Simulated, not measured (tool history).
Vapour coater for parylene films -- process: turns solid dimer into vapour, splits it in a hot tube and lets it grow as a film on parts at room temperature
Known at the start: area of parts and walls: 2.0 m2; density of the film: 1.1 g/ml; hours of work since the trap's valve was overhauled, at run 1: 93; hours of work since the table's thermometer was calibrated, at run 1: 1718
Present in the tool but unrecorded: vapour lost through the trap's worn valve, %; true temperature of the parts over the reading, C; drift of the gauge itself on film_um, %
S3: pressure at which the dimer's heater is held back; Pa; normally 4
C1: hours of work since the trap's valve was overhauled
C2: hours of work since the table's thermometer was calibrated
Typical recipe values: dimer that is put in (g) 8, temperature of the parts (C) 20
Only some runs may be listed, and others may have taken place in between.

{"run": 1, "hour": 0.0, "dimer that is put in (g)": 8, "temperature of the parts (C)": 20, "S3": 4, "C1": 93, "C2": 1718, "thickness of the film (um)": 1.86}
{"run": 2, "hour": 58.7, "dimer that is put in (g)": 8, "temperature of the parts (C)": 20, "S3": 4, "C1": 130, "C2": 1755, "thickness of the film (um)": 1.82}
{"run": 3, "hour": 127.0, "dimer that is put in (g)": 8, "temperature of the parts (C)": 20, "S3": 4, "C1": 174, "C2": 1799, "thickness of the film (um)": 1.81}
{"run": 4, "hour": 188.1, "dimer that is put in (g)": 8, "temperature of the parts (C)": 13, "S3": 4, "C1": 213, "C2": 1838, "thickness of the film (um)": 2.15}
{"run": 5, "hour": 225.6, "dimer that is put in (g)": 8, "temperature of the parts (C)": 13, "S3": 4, "C1": 237, "C2": 1862, "thickness of the film (um)": 2.1}
{"run": 6, "hour": 282.6, "dimer that is put in (g)": 8, "temperature of the parts (C)": 18, "S3": 4, "C1": 274, "C2": 1899, "thickness of the film (um)": 1.79}
{"run": 7, "hour": 359.7, "dimer that is put in (g)": 8, "temperature of the parts (C)": 18, "S3": 4, "C1": 323, "C2": 1948, "thickness of the film (um)": 1.82}
{"hour": 398.5, "done": "trap's valve overhauled"}
{"run": 8, "hour": 419.8, "dimer that is put in (g)": 8, "temperature of the parts (C)": 18, "S3": 4, "C1": 14, "C2": 1984, "thickness of the film (um)": 1.97}
{"run": 9, "hour": 457.6, "dimer that is put in (g)": 8, "temperature of the parts (C)": 18, "S3": 4, "C1": 38, "C2": 2008, "thickness of the film (um)": 1.92}
{"run": 10, "hour": 529.5, "dimer that is put in (g)": 8, "temperature of the parts (C)": 20, "S3": 10.4, "C1": 84, "C2": 2054, "thickness of the film (um)": 1.67}
{"run": 11, "hour": 599.0, "dimer that is put in (g)": 8, "temperature of the parts (C)": 20, "S3": 2.21, "C1": 128, "C2": 2098, "thickness of the film (um)": 1.97}
{"run": 12, "hour": 640.8, "dimer that is put in (g)": 4, "temperature of the parts (C)": 15, "S3": 8.82, "C1": 155, "C2": 2125, "thickness of the film (um)": 0.91}
{"run": 13, "hour": 720.4, "dimer that is put in (g)": 4, "temperature of the parts (C)": 14, "S3": 7.3, "C1": 206, "C2": 2176, "thickness of the film (um)": 0.93}

Hidden state at the last listed run before each entry between runs and at the first one after, where it differs:
Runs 7 to 8: trap's valve overhauled (hour 398.5)
  vapour lost through the trap's worn valve, %: 9.4 -> 0.6; true temperature of the parts over the reading, C: 1.11 -> 1.13
  measured result minus the result with no hidden state, thickness of the film (um): -0.23 -> -0.07
